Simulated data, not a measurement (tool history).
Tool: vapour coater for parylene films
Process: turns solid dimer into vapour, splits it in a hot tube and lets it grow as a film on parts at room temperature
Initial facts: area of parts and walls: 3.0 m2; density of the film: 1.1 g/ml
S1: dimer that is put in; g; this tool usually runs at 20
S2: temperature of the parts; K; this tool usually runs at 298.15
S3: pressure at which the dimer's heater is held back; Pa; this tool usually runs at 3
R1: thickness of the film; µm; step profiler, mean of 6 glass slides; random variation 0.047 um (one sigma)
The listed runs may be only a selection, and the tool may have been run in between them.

run 1 day=0 | S1=20 S2=298.15 S3=3 | R1=5.34
run 2 day=1.35 | S1=20 S2=298.15 S3=3 | R1=5.23
run 3 day=3.121 | S1=20 S2=298.15 S3=3 | R1=5.29
run 4 day=4.717 | S1=20 S2=298.15 S3=3 | R1=5.31
run 5 day=5.708 | S1=20 S2=298.15 S3=3 | R1=5.34
run 6 day=7.558 | S1=20 S2=298.15 S3=3 | R1=5.34
run 7 day=9.3 | S1=20 S2=298.15 S3=3 | R1=5.37
run 8 day=11.162 | S1=20 S2=298.15 S3=3 | R1=5.22
run 9 day=13.367 | S1=20 S2=298.15 S3=3 | R1=5.28
run 10 day=15.462 | S1=20 S2=298.15 S3=3 | R1=5.27
run 11 day=17.608 | S1=20 S2=298.15 S3=3 | R1=5.26
run 12 day=19.679 | S1=20 S2=298.15 S3=3 | R1=5.17
run 13 day=21.483 | S1=20 S2=298.15 S3=3 | R1=5.25
run 14 day=22.542 | S1=20 S2=298.15 S3=3 | R1=5.26
run 15 day=24.117 | S1=20 S2=298.15 S3=3 | R1=5.4
run 16 day=25.529 | S1=20 S2=298.15 S3=3 | R1=5.29
run 17 day=27.946 | S1=20 S2=306.15 S3=4.54 | R1=3.3
run 18 day=30.125 | S1=20 S2=306.15 S3=4.54 | R1=3.29
run 19 day=32.433 | S1=12 S2=291.15 S3=5.94 | R1=3.59
run 20 day=34.475 | S1=12 S2=291.15 S3=5.94 | R1=3.56
run 21 day=36.288 | S1=29 S2=293.15 S3=5.94 | R1=8.61
run 22 day=38.675 | S1=29 S2=293.15 S3=5.94 | R1=8.47
run 23 day=40.817 | S1=29 S2=293.15 S3=5.94 | R1=8.52
run 24 day=42.333 | S1=29 S2=293.15 S3=5.94 | R1=8.56

Not shown here: 1 entry made in the log between runs. Locate each between two listed runs and compare the hidden state at the listed run before it with the hidden state at the listed run after it:
After run 14, before run 15: trap's valve overhauled (day 23.646)
  vapour lost through the trap's worn valve, %: 0.5 -> 0
